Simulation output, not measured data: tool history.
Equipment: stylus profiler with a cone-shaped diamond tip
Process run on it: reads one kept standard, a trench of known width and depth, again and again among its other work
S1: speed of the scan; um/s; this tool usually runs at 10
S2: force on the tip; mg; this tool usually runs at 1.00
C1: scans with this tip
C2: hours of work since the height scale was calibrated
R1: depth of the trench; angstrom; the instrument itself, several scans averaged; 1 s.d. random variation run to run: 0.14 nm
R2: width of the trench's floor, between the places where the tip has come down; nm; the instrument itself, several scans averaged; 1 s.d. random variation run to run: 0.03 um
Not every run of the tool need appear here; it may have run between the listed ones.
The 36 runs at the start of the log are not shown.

run	day	S1	S2	C1	C2	R1	R2
37	38.842	5	1.54	1858	146	5035.6	16950
38	39.596	11	0.53	1980	156	5018.2	16880
39	40.454	7	0.53	2120	167	5016.0	16880
40	41.933	3	1.29	2360	186	5031.2	16970
41	42.867	22	1.32	2511	198	5030.3	16840
42	43.592	8	2.82	2629	207	5053.3	16910
43	44.321	37	1.14	2747	216	5029.5	16740
44	45.425	9	0.38	2926	230	5013.9	16890
45	46.846	9	0.38	3157	248	5013.3	16880

Alternative continuations, all from the tool just after run 45; predict every row:
A	48.354	22	1.00	3402	268	?	?
B	48.354	28	0.56	3402	268	?	?
C	48.354	5	1.00	3402	268	?	?

run	R1	R2
A	5027.8	16940
B	5016.8	16730
C	5025.8	17020
Stripped of hidden state, with their random variation kept, the same runs would have yielded:
run	R1	R2
A	5027.9	16950
B	5016.9	16740
C	5025.9	17030

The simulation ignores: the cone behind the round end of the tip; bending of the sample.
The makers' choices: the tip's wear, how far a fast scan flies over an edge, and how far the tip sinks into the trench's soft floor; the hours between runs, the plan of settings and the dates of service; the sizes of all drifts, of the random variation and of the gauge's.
